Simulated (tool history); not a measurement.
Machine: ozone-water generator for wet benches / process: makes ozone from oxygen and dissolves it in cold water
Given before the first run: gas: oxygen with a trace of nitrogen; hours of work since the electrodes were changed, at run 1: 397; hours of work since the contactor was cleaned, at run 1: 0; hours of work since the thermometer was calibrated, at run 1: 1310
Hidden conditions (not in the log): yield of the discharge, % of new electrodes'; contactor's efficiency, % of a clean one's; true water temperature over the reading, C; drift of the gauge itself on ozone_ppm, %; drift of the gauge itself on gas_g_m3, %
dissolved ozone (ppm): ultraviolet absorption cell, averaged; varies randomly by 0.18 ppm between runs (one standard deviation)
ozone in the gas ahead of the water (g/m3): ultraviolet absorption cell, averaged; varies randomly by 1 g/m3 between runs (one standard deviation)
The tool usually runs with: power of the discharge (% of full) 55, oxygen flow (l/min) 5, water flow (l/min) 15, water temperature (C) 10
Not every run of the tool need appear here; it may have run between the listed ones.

| run | day | power of the discharge (% of full) | oxygen flow (l/min) | water flow (l/min) | water temperature (C) | hours of work since the electrodes were changed | hours of work since the contactor was cleaned | hours of work since the thermometer was calibrated | dissolved ozone (ppm) | ozone in the gas ahead of the water (g/m3) |
|---|---|---|---|---|---|---|---|---|---|---|
| 1 | 0 | 55 | 5 | 15 | 10 | 397 | 0 | 1310 | 29.2 | 218.8 |
| 2 | 4.538 | 55 | 5 | 15 | 10 | 485 | 87 | 1398 | 29.4 | 217.7 |
| 3 | 12.488 | 55 | 5 | 15 | 10 | 637 | 240 | 1550 | 29.6 | 217.2 |
| 4 | 20.292 | 54 | 5 | 15 | 10 | 787 | 390 | 1700 | 29.3 | 216.9 |
| 5 | 24.308 | 55 | 5 | 15 | 10 | 864 | 467 | 1778 | 29.3 | 221.4 |
| 6 | 28.671 | 55 | 5 | 15 | 10 | 948 | 551 | 1861 | 29.8 | 220.6 |
| 7 | 33.329 | 55 | 5 | 15 | 14 | 1038 | 640 | 1951 | 27.9 | 219.8 |
| 8 | 40.804 | 55 | 5 | 15 | 14 | 1181 | 784 | 2095 | 27.9 | 222 |
| 9 | 46.446 | 55 | 5 | 15 | 14 | 1290 | 893 | 2203 | 27.7 | 219.6 |
| 10 | 53.475 | 55 | 5 | 15 | 14 | 1425 | 1028 | 2338 | 28 | 221.8 |
| 11 | 58.038 | 55 | 5 | 15 | 14 | 1513 | 1115 | 2426 | 27.9 | 221.2 |
| 12 | 65.533 | 55 | 5 | 15 | 10 | 1657 | 1259 | 2570 | 29.6 | 221.6 |
| 13 | 69.2 | 55 | 5 | 15 | 10 | 1727 | 1330 | 2640 | 29.4 | 223.5 |
|  | 76.158 | gauge calibrated |
| 14 | 77.254 | 44 | 5 | 15 | 10 | 1882 | 1485 | 2795 | 24.9 | 184.4 |
| 15 | 81.796 | 55 | 5.07 | 15 | 10 | 1969 | 1572 | 2882 | 29.2 | 216.3 |
| 16 | 88.067 | 55 | 5.07 | 15 | 10 | 2090 | 1692 | 3003 | 29.8 | 217.8 |
| 17 | 96.104 | 55 | 5.07 | 15 | 10 | 2244 | 1847 | 3157 | 29.4 | 219.2 |
| 18 | 103.062 | 57 | 5 | 12 | 10 | 2378 | 1981 | 3291 | 36.1 | 224.9 |
| 19 | 108.546 | 55 | 3.24 | 15 | 12 | 2483 | 2086 | 3396 | 25.3 | 253 |
| 20 | 115.429 | 55 | 5 | 15 | 11 | 2616 | 2218 | 3529 | 28.9 | 220.9 |
| 21 | 121.55 | 60 | 5 | 13 | 10 | 2733 | 2336 | 3646 | 35.8 | 237.4 |
| 22 | 128.733 | 55 | 4.08 | 15 | 10 | 2871 | 2474 | 3784 | 27.9 | 236.7 |
| 23 | 137.325 | 55 | 4.08 | 15 | 10 | 3036 | 2639 | 3949 | 28.1 | 237.5 |
| 24 | 141.462 | 55 | 4.08 | 15 | 10 | 3116 | 2719 | 4029 | 27.6 | 238.4 |
| 25 | 149.792 | 72 | 5 | 15 | 10 | 3276 | 2879 | 4189 | 35.9 | 274.2 |
| 26 | 155.321 | 52 | 5 | 13 | 11 | 3382 | 2985 | 4295 | 31.4 | 213.7 |
| 27 | 160.146 | 51 | 7.86 | 15 | 10 | 3475 | 3078 | 4388 | 30.1 | 181.9 |
| 28 | 167.788 | 51 | 2.59 | 20 | 10 | 3622 | 3224 | 4535 | 17 | 259.3 |
| 29 | 173.804 | 45 | 5.77 | 20 | 10 | 3737 | 3340 | 4650 | 20.4 | 183.8 |
|  | 174.438 | water thermometer calibrated |
| 30 | 181.083 | 86 | 3.36 | 14 | 11 | 3877 | 3480 | 128 | 38.9 | 354.8 |
| 31 | 185.917 | 94 | 3.36 | 14 | 6 | 3970 | 3573 | 221 | 44 | 384.6 |
| 32 | 190.204 | 94 | 3.36 | 14 | 6 | 4052 | 3655 | 303 | 44.2 | 388.5 |
| 33 | 198.896 | 77 | 5 | 19 | 10 | 4219 | 3822 | 470 | 31.2 | 293.9 |
| 34 | 203.667 | 77 | 5 | 19 | 10 | 4311 | 3914 | 562 | 31 | 295.3 |

Here are 3 independent what-if runs from the current tool condition. What would each one return?
| A | 210.083 | 43 | 5.06 | 15 | 10 | 4434 | 4037 | 685 | ? | ? |
| B | 210.083 | 77 | 2.94 | 12 | 7 | 4434 | 4037 | 685 | ? | ? |
| C | 210.083 | 44 | 5 | 23 | 6 | 4434 | 4037 | 685 | ? | ? |

| run | dissolved ozone (ppm) | ozone in the gas ahead of the water (g/m3) |
|---|---|---|
| A | 24.6 | 187.8 |
| B | 41 | 345.7 |
| C | 17.8 | 191.9 |
Take away the tool's hidden state, keep each run's random variation, and the runs would have read:
| run | dissolved ozone (ppm) | ozone in the gas ahead of the water (g/m3) |
|---|---|---|
| A | 24.7 | 180.5 |
| B | 41 | 332.2 |
| C | 17.8 | 184.4 |
